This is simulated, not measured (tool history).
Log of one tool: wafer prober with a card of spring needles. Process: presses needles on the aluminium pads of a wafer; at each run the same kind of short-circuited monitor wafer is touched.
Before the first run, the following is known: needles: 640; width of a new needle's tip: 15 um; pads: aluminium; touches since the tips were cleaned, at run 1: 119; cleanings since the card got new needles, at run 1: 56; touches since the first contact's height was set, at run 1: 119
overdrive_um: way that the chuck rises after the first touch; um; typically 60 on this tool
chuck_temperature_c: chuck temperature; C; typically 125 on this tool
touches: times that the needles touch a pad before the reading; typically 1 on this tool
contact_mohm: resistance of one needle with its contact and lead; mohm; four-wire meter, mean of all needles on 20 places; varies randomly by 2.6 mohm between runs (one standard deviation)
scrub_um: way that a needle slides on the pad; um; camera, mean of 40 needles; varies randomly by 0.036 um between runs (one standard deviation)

run	day	overdrive_um	chuck_temperature_c	touches	touches since the tips were cleaned	cleanings since the card got new needles	touches since the first contact's height was set	contact_mohm	scrub_um
1	0	60	125	1	119	56	119	304	13.27
# day 0.125: tips cleaned on abrasive film
# day 0.254: tips cleaned on abrasive film
# day 0.408: tips cleaned on abrasive film
2	0.529	60	125	1	1933	59	8381	361	13.28
# day 0.567: tips cleaned on abrasive film
# day 0.721: tips cleaned on abrasive film
# day 0.879: tips cleaned on abrasive film
# day 1.004: tips cleaned on abrasive film
# day 1.162: tips cleaned on abrasive film
3	1.279	60	125	1	1833	64	19948	351	13.26
# day 1.312: tips cleaned on abrasive film
# day 1.467: tips cleaned on abrasive film
# day 1.596: tips cleaned on abrasive film
# day 1.75: tips cleaned on abrasive film
# day 1.908: tips cleaned on abrasive film
# day 2.067: tips cleaned on abrasive film
4	2.121	60	125	1	875	70	32989	327	13.1
# day 2.217: tips cleaned on abrasive film
# day 2.342: tips cleaned on abrasive film
# day 2.467: tips cleaned on abrasive film
# day 2.596: tips cleaned on abrasive film
# day 2.75: tips cleaned on abrasive film
5	2.771	60	125	1	315	75	43038	315	13.08
# day 2.896: tips cleaned on abrasive film
# day 3.054: tips cleaned on abrasive film
# day 3.212: tips cleaned on abrasive film
6	3.296	60	125	1	1334	78	51186	341	13.08
# day 3.358: tips cleaned on abrasive film
# day 3.517: tips cleaned on abrasive film
# day 3.675: tips cleaned on abrasive film
7	3.717	60	125	1	713	81	57740	334	13.02
# day 3.812: tips cleaned on abrasive film
# day 3.971: tips cleaned on abrasive film
# day 3.983: height of the first contact set anew
# day 4.142: tips cleaned on abrasive film
# day 4.267: tips cleaned on abrasive film
# day 4.392: tips cleaned on abrasive film
8	4.425	60	125	1	493	86	6820	323	13.29
# day 4.521: tips cleaned on abrasive film
# day 4.646: tips cleaned on abrasive film
# day 4.804: tips cleaned on abrasive film
# day 4.962: tips cleaned on abrasive film
9	5.017	60	82	1	883	90	16001	328	13.18
# day 5.112: tips cleaned on abrasive film
# day 5.271: tips cleaned on abrasive film
# day 5.425: tips cleaned on abrasive film
# day 5.583: tips cleaned on abrasive film
# day 5.738: tips cleaned on abrasive film
10	5.838	60	71	1	1595	95	28789	346	13.12
# day 5.875: tips cleaned on abrasive film
# day 6: tips cleaned on abrasive film
# day 6.158: tips cleaned on abrasive film
# day 6.283: tips cleaned on abrasive film
# day 6.442: tips cleaned on abrasive film
11	6.446	60	39	1	103	100	38138	290	13.11
# day 6.571: tips cleaned on abrasive film
# day 6.729: tips cleaned on abrasive film
# day 6.888: tips cleaned on abrasive film
# day 7.042: tips cleaned on abrasive film
# day 7.2: tips cleaned on abrasive film
12	7.3	60	125	1	1576	105	51391	361	13.01
# day 7.333: tips cleaned on abrasive film
# day 7.458: tips cleaned on abrasive film
# day 7.588: tips cleaned on abrasive film
# day 7.742: tips cleaned on abrasive film
# day 7.871: tips cleaned on abrasive film
# day 7.975: height of the first contact set anew
# day 8.038: tips cleaned on abrasive film
13	8.117	60	125	1	1250	111	2224	353	13.3
# day 8.183: tips cleaned on abrasive film
# day 8.308: tips cleaned on abrasive film
# day 8.467: tips cleaned on abrasive film
# day 8.621: tips cleaned on abrasive film
# day 8.75: tips cleaned on abrasive film
# day 8.875: tips cleaned on abrasive film
# day 9.033: tips cleaned on abrasive film
14	9.092	57	125	1	969	118	17306	350	12.52
# day 9.188: tips cleaned on abrasive film
# day 9.346: tips cleaned on abrasive film
# day 9.5: tips cleaned on abrasive film
# day 9.658: tips cleaned on abrasive film
# day 9.804: tips cleaned on abrasive film
15	9.804	57	125	1	0	123	28322	305	12.48
# day 9.962: tips cleaned on abrasive film
# day 10.088: tips cleaned on abrasive film
# day 10.212: tips cleaned on abrasive film
# day 10.371: tips cleaned on abrasive film
# day 10.525: tips cleaned on abrasive film
# day 10.654: tips cleaned on abrasive film
16	10.692	62	53	1	621	129	42083	312	13.42
# day 10.788: tips cleaned on abrasive film
# day 10.912: tips cleaned on abrasive film
# day 11.042: tips cleaned on abrasive film
# day 11.196: tips cleaned on abrasive film
# day 11.325: tips cleaned on abrasive film
# day 11.479: tips cleaned on abrasive film
17	11.496	62	53	2	248	135	54498	291	13.52
# day 11.621: tips cleaned on abrasive film
# day 11.779: tips cleaned on abrasive film
# day 11.904: tips cleaned on abrasive film
# day 11.979: height of the first contact set anew
# day 12.075: tips cleaned on abrasive film
# day 12.2: tips cleaned on abrasive film
# day 12.35: tips cleaned on abrasive film
18	12.35	51	64	2	0	141	5743	294	11.28
# day 12.508: tips cleaned on abrasive film
# day 12.667: tips cleaned on abrasive film
# day 12.792: tips cleaned on abrasive film
# day 12.95: tips cleaned on abrasive film
# day 13.104: tips cleaned on abrasive film
19	13.154	52	37	1	788	146	18211	331	11.5
# day 13.25: tips cleaned on abrasive film
# day 13.375: tips cleaned on abrasive film
# day 13.533: tips cleaned on abrasive film
20	13.621	52	37	1	1430	149	25481	363	11.38
# day 13.688: tips cleaned on abrasive film
# day 13.846: tips cleaned on abrasive film
# day 13.971: tips cleaned on abrasive film
# day 14.096: tips cleaned on abrasive film
# day 14.254: tips cleaned on abrasive film
# day 14.379: tips cleaned on abrasive film
21	14.471	51	102	2	1431	155	38592	350	11.1
# day 14.533: tips cleaned on abrasive film
# day 14.692: tips cleaned on abrasive film
# day 14.817: tips cleaned on abrasive film
# day 14.975: tips cleaned on abrasive film
# day 15.133: tips cleaned on abrasive film
# day 15.288: tips cleaned on abrasive film
22	15.325	49	102	1	552	161	51797	348	10.6
# day 15.421: tips cleaned on abrasive film
# day 15.575: tips cleaned on abrasive film
# day 15.704: tips cleaned on abrasive film
# day 15.858: tips cleaned on abrasive film
# day 15.962: height of the first contact set anew
# day 16.008: tips cleaned on abrasive film
23	16.008	46	125	1	0	166	653	324	10.15
# day 16.167: tips cleaned on abrasive film
# day 16.321: tips cleaned on abrasive film
# day 16.45: tips cleaned on abrasive film
# day 16.575: tips cleaned on abrasive film
# day 16.7: tips cleaned on abrasive film
24	16.779	46	125	1	1261	171	12620	392	10.08
# day 16.846: tips cleaned on abrasive film
# day 17: tips cleaned on abrasive film
# day 17.158: tips cleaned on abrasive film
# day 17.658: card fitted with new needles
# day 17.817: tips cleaned on abrasive film
# day 17.942: tips cleaned on abrasive film
# day 18.067: tips cleaned on abrasive film
25	18.146	49	34	1	1224	3	7551	332	10.86

Predict each of these 3 candidate next runs independently; none follows another, all start after run 25:
# day 18.208: tips cleaned on abrasive film
# day 18.338: tips cleaned on abrasive film
# day 18.492: tips cleaned on abrasive film
# day 18.65: tips cleaned on abrasive film
# day 18.792: tips cleaned on abrasive film
A	18.792	76	112	1	0	8	17567	?	?
# day 18.208: tips cleaned on abrasive film
# day 18.338: tips cleaned on abrasive film
# day 18.492: tips cleaned on abrasive film
# day 18.65: tips cleaned on abrasive film
# day 18.792: tips cleaned on abrasive film
B	18.792	62	33	1	0	8	17567	?	?
# day 18.208: tips cleaned on abrasive film
# day 18.338: tips cleaned on abrasive film
# day 18.492: tips cleaned on abrasive film
# day 18.65: tips cleaned on abrasive film
# day 18.792: tips cleaned on abrasive film
C	18.792	74	72	3	0	8	17567	?	?

run	contact_mohm	scrub_um
A	293	16.76
B	274	13.68
C	279	16.32
Without the tool's unlogged condition, the same runs would have read:
run	contact_mohm	scrub_um
A	288	16.85
B	267	13.77
C	277	16.42
